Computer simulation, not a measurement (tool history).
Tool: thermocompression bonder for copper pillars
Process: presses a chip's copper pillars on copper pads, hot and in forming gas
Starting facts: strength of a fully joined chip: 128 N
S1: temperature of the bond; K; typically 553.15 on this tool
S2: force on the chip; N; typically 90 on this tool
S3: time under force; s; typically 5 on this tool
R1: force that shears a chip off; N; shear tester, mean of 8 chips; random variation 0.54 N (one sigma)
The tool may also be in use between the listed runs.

{"run": 1, "hour": 0.0, "S1": 553.15, "S2": 90, "S3": 5, "R1": 92.8}
{"run": 2, "hour": 17.3, "S1": 553.15, "S2": 90, "S3": 5, "R1": 92.9}
{"run": 3, "hour": 29.6, "S1": 553.15, "S2": 90, "S3": 5, "R1": 93.5}
{"run": 4, "hour": 46.8, "S1": 553.15, "S2": 90, "S3": 5, "R1": 93.3}
{"run": 5, "hour": 61.5, "S1": 553.15, "S2": 90, "S3": 8, "R1": 102.9}
{"run": 6, "hour": 76.1, "S1": 553.15, "S2": 115, "S3": 8, "R1": 111.7}
{"run": 7, "hour": 99.1, "S1": 552.15, "S2": 90, "S3": 5, "R1": 92.5}
{"run": 8, "hour": 116.7, "S1": 552.15, "S2": 90, "S3": 5, "R1": 91.8}
{"run": 9, "hour": 138.7, "S1": 552.15, "S2": 90, "S3": 5, "R1": 91.3}
{"run": 10, "hour": 152.6, "S1": 552.15, "S2": 90, "S3": 3, "R1": 80.1}
{"run": 11, "hour": 163.6, "S1": 563.15, "S2": 65, "S3": 9, "R1": 97.3}

Estimate the outcome of run 12 from the log above:
{"run": 12, "hour": 189.8, "S1": 525.15, "S2": 90, "S3": 11, "R1": "?"}

{"run 12": {"R1": 86.5}}
Were there no unlogged condition in the tool, this run, its random variation unchanged, would have produced R1 89 N.

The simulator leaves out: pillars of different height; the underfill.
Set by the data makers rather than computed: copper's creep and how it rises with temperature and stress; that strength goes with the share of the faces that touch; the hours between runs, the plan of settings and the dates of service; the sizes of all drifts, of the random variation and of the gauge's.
